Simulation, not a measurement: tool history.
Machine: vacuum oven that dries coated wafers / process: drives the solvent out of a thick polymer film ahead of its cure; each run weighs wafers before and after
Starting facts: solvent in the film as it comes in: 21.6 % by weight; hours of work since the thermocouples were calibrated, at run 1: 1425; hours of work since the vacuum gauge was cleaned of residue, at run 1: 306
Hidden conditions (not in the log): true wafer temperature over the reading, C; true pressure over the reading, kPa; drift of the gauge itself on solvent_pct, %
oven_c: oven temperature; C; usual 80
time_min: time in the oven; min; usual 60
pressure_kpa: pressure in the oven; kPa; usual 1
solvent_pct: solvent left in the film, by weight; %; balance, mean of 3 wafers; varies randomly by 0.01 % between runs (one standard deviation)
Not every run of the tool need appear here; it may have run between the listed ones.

run	hour	oven_c	time_min	pressure_kpa	hours of work since the thermocouples were calibrated	hours of work since the vacuum gauge was cleaned of residue	solvent_pct
1	0	80	60	1	1425	306	1.7
2	7	80	60	1	1430	312	1.71
3	15	80	89	1	1436	317	0.82
4	27.3	80	60	1	1445	326	1.7
5	41.6	80	60	1	1456	337	1.71
6	51.7	80	60	1	1463	344	1.69
7	61.7	80	60	1	1470	352	1.7
8	71.2	80	60	1	1477	359	1.7
9	87.5	80	60	1	1489	371	1.7
10	97.1	91	42	0.68	1496	378	1.01
# hour 100: vacuum gauge cleaned of residue and calibrated
11	113.3	91	42	0.68	1507	10	1.01
12	129.7	91	42	0.68	1519	22	1
# hour 142.7: oven's thermocouples calibrated
# hour 147.2: vacuum gauge cleaned of residue and calibrated, once more
13	148	79	60	1.29	3	1	2.25
14	160.3	90	97	1.88	12	10	0.65
15	174.2	89	94	0.66	22	20	0.28
16	187.1	89	94	0.66	32	29	0.27
17	203.7	88	100	3.92	44	42	1.42

Below are 3 alternative next runs, each starting from the tool's condition after run 17. Predict each:
A	215.4	88	57	0.54	52	50	?
B	215.4	71	60	0.97	52	50	?
C	215.4	80	50	1	52	50	?

run	solvent_pct
A	0.74
B	4.18
C	2.66
The same runs, with their run-to-run variation unchanged, on a tool lacking any hidden condition would have given:
run	solvent_pct
A	0.77
B	4.29
C	2.75

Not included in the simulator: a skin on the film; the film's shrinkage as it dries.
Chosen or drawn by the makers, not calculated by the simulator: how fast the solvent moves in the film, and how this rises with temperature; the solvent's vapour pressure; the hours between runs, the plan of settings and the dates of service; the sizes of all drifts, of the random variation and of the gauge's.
